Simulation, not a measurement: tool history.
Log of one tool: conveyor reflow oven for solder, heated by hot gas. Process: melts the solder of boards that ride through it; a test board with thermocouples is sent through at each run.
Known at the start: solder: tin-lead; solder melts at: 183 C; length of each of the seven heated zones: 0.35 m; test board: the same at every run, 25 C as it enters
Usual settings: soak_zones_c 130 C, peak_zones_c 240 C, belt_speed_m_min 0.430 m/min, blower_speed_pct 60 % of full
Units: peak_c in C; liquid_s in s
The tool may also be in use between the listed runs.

| run | hour | soak_zones_c | peak_zones_c | belt_speed_m_min | blower_speed_pct | peak_c | liquid_s |
|---|---|---|---|---|---|---|---|
| 1 | 0.0 | 130 | 240 | 0.430 | 60 | 215.4 | 67.3 |
| 2 | 11.9 | 130 | 240 | 0.430 | 60 | 215.2 | 66.6 |
| 3 | 22.3 | 130 | 240 | 0.430 | 60 | 214.9 | 66.1 |
| 4 | 36.8 | 130 | 240 | 0.430 | 60 | 215.6 | 66.6 |
| 5 | 43.8 | 130 | 240 | 0.430 | 60 | 215.2 | 66.7 |
| 6 | 58.1 | 130 | 240 | 0.430 | 60 | 215.2 | 66.7 |
|  | 64.9 | flux residue cleaned out of gas plates and filters |
| 7 | 69.7 | 130 | 240 | 0.430 | 60 | 216.5 | 67.9 |
| 8 | 82.7 | 130 | 240 | 0.430 | 60 | 216.0 | 67.9 |
| 9 | 97.2 | 130 | 240 | 0.492 | 60 | 209.9 | 52.2 |
| 10 | 109.5 | 130 | 240 | 0.492 | 60 | 210.6 | 52.3 |
| 11 | 117.0 | 130 | 240 | 0.430 | 60 | 216.0 | 67.5 |
| 12 | 124.5 | 130 | 240 | 0.430 | 60 | 216.3 | 67.7 |
| 13 | 135.6 | 130 | 240 | 0.430 | 60 | 216.4 | 67.8 |
| 14 | 149.0 | 130 | 240 | 0.430 | 60 | 216.1 | 68.1 |
| 15 | 157.4 | 130 | 240 | 0.430 | 60 | 215.7 | 67.7 |
| 16 | 172.3 | 117 | 229 | 0.430 | 60 | 203.6 | 47.3 |
| 17 | 182.9 | 137 | 239 | 0.373 | 62 | 222.1 | 89.9 |
| 18 | 189.9 | 120 | 251 | 0.430 | 60 | 223.1 | 70.3 |
| 19 | 205.6 | 120 | 254 | 0.430 | 60 | 225.4 | 73.6 |
| 20 | 213.9 | 120 | 234 | 0.352 | 53 | 213.7 | 76.4 |
| 21 | 224.9 | 120 | 240 | 0.516 | 53 | 200.6 | 34.0 |
| 22 | 235.3 | 120 | 240 | 0.516 | 53 | 201.0 | 33.9 |
| 23 | 242.6 | 133 | 240 | 0.430 | 55 | 214.5 | 66.9 |
| 24 | 252.3 | 133 | 240 | 0.430 | 55 | 214.4 | 67.2 |
| 25 | 263.3 | 131 | 240 | 0.381 | 78 | 225.4 | 90.1 |
| 26 | 275.1 | 131 | 240 | 0.381 | 78 | 225.7 | 89.3 |
| 27 | 283.6 | 130 | 241 | 0.367 | 60 | 222.6 | 88.4 |
| 28 | 294.1 | 132 | 240 | 0.430 | 60 | 216.3 | 68.3 |
| 29 | 300.5 | 135 | 243 | 0.430 | 68 | 222.0 | 76.4 |
| 30 | 308.8 | 135 | 243 | 0.430 | 68 | 222.4 | 75.9 |

Some steps in peak_c between neighbouring runs. How much of each would the tool show without its hidden state too (settings, what came in, random variation), and how much is left for the hidden state, with any gauge scatter that isn't in both results?
The hidden state here: heat that the gas passes to the board, % of a clean oven's; belt's true speed, % of the reading; true gas temperature in zones 6 and 7 over the reading, C; drift of the gauge itself on peak_c, C; drift of the gauge itself on liquid_s, %.
Run 1 -> 2: no setting changed, nothing entered. peak_c -0.2 C: hidden state -0.1, all else -0.1.
Run 2 -> 3: no setting changed, nothing entered. peak_c -0.3 C: hidden state -0.1, all else -0.2.
Run 6 -> 7: flux residue cleaned out of gas plates and filters. peak_c +1.3 C: hidden state +1.1, all else +0.2.
Run 16 -> 17: soak_zones_c 117 -> 137, peak_zones_c 229 -> 239, belt_speed_m_min 0.430 -> 0.373, blower_speed_pct 60 -> 62. peak_c +18.5 C: hidden state +0.0, all else +18.5.
Run 20 -> 21: peak_zones_c 234 -> 240, belt_speed_m_min 0.352 -> 0.516. peak_c -13.1 C: hidden state +0.0, all else -13.1.
Run 22 -> 23: soak_zones_c 120 -> 133, belt_speed_m_min 0.516 -> 0.430, blower_speed_pct 53 -> 55. peak_c +13.5 C: hidden state -0.1, all else +13.6.
